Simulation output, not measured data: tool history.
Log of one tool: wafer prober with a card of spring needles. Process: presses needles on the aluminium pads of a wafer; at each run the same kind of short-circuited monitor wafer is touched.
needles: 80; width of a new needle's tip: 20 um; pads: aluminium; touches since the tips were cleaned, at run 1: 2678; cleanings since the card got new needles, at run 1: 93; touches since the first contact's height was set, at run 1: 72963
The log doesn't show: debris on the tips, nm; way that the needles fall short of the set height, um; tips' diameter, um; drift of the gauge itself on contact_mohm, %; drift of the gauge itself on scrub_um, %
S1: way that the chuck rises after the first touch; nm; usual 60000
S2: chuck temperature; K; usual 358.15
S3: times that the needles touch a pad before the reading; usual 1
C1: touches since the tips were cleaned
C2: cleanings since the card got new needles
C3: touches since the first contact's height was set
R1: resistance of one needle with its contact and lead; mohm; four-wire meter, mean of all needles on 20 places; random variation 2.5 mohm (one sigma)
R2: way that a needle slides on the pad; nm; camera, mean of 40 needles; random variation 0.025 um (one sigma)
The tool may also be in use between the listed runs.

run   hour     S1      S2  S3    C1   C2     C3   R1     R2
  1      0  60000  358.15   1  2678   93  72963  282  10370
       1.8  -- tips cleaned on abrasive film
      10.5  -- tips cleaned on abrasive film
  2   12.6  60000  358.15   1   909   95  78164  281  10400
      18.6  -- tips cleaned on abrasive film
      26.9  -- tips cleaned on abrasive film
  3   28.4  60000  358.15   1   657   97  84690  285  10380
        35  -- tips cleaned on abrasive film
      35.3  -- height of the first contact set anew
  4   40.7  60000  358.15   2  2279   98   2279  285  10370
      44.5  -- tips cleaned on abrasive film
      53.2  -- tips cleaned on abrasive film
      61.9  -- tips cleaned on abrasive film
  5   61.9  60000  358.15   1     0  101  11003  285  10420
      70.6  -- tips cleaned on abrasive film
      78.5  -- tips cleaned on abrasive film
  6   83.3  60000  358.15   1  2017  103  19877  282  10340
      87.3  -- tips cleaned on abrasive film
      95.1  -- tips cleaned on abrasive film
  7   95.1  60000  358.15   1     0  105  24732  280  10400
     104.6  -- tips cleaned on abrasive film
  8  106.9  50000  358.15   1   969  106  29615  288   8610
     113.4  -- tips cleaned on abrasive film
     121.9  -- tips cleaned on abrasive film
  9  124.9  50000  358.15   1  1283  108  37081  291   8660
     130.4  -- tips cleaned on abrasive film
 10  137.3  50000  358.15   1  2878  109  42215  286   8640
     139.2  -- tips cleaned on abrasive film
     148.2  -- tips cleaned on abrasive film
 11  149.8  50000  358.15   1   675  111  47353  286   8660
     156.5  -- tips cleaned on abrasive film
     164.4  -- tips cleaned on abrasive film
 12  164.5  60000  358.15   1    53  113  53436  280  10400
       173  -- tips cleaned on abrasive film
 13  180.2  60000  358.15   1  3034  114  59942  283  10370
     181.6  -- tips cleaned on abrasive film
     189.7  -- tips cleaned on abrasive film
 14  196.6  60000  358.15   1  2894  116  66702  283  10410
     198.3  -- tips cleaned on abrasive film
     206.1  -- tips cleaned on abrasive film
 15  206.6  60000  358.15   1   229  118  70819  283  10340
     214.5  -- tips cleaned on abrasive film
 16  219.4  75000  362.15   1  2053  119  76133  278  13000
     222.4  -- tips cleaned on abrasive film
 17    229  60000  312.15   1  2762  120  80087  270  10370
     231.7  -- tips cleaned on abrasive film
     240.4  -- tips cleaned on abrasive film
     247.9  -- height of the first contact set anew
     248.5  -- tips cleaned on abrasive film
 18  248.5  58000  338.15   2     0  123    205  277  10030
     256.6  -- tips cleaned on abrasive film
     265.4  -- tips cleaned on abrasive film
 19  268.8  58000  338.15   2  1419  125   8611  276  10060
     273.5  -- tips cleaned on abrasive film
     281.6  -- tips cleaned on abrasive film
 20  282.7  58000  338.15   1   446  127  14359  280  10050
     289.4  -- tips cleaned on abrasive film
     297.8  -- tips cleaned on abrasive film
 21    303  53000  338.15   1  2160  129  22771  280   9130
       307  -- tips cleaned on abrasive film
     316.1  -- tips cleaned on abrasive film
 22  316.1  53000  318.15   1     0  131  28166  272   9170
     325.3  -- tips cleaned on abrasive film
     333.5  -- tips cleaned on abrasive film
 23  334.3  57000  383.15   2   332  133  35704  293   9910
     342.2  -- tips cleaned on abrasive film
     350.9  -- tips cleaned on abrasive film
 24  351.8  57000  383.15   2   386  135  42928  287   9900
     358.7  -- tips cleaned on abrasive film
 25  365.3  57000  383.15   2  2748  136  48529  295   9900
       367  -- tips cleaned on abrasive film
     375.8  -- tips cleaned on abrasive film
     384.5  -- tips cleaned on abrasive film
 26  385.4  57000  305.15   2   350  139  56797  267   9830
     393.3  -- tips cleaned on abrasive film
 27  399.1  65000  302.15   3  2395  140  62477  263  11270
     402.4  -- tips cleaned on abrasive film
     410.2  -- tips cleaned on abrasive film
 28  416.9  60000  309.15   1  2779  142  69855  267  10380
     418.7  -- tips cleaned on abrasive film
     427.3  -- tips cleaned on abrasive film
 29  434.6  41000  329.15   1  3055  144  77190  289   7100
     435.8  -- tips cleaned on abrasive film
     443.6  -- tips cleaned on abrasive film
     452.7  -- tips cleaned on abrasive film
 30  454.3  41000  329.15   1   653  147  85279  285   7080

3 ways to go on from here, each from the tool as it stands after run 30. What would each give?
     459.8  -- height of the first contact set anew
     461.7  -- tips cleaned on abrasive film
     469.7  -- tips cleaned on abrasive film
  A  470.3  41000  329.15   3  236  149  4281   ?   ?
     459.8  -- height of the first contact set anew
     461.7  -- tips cleaned on abrasive film
     469.7  -- tips cleaned on abrasive film
  B  470.3  41000  345.15   3  236  149  4281   ?   ?
     459.8  -- height of the first contact set anew
     461.7  -- tips cleaned on abrasive film
     469.7  -- tips cleaned on abrasive film
  C  470.3  45000  327.15   2  236  149  4281   ?   ?

run   R1    R2
  A  283  7130
  B  290  7070
  C  280  7790
Without the tool's hidden state the same runs would have given:
run   R1    R2
  A  283  7130
  B  290  7070
  C  280  7790
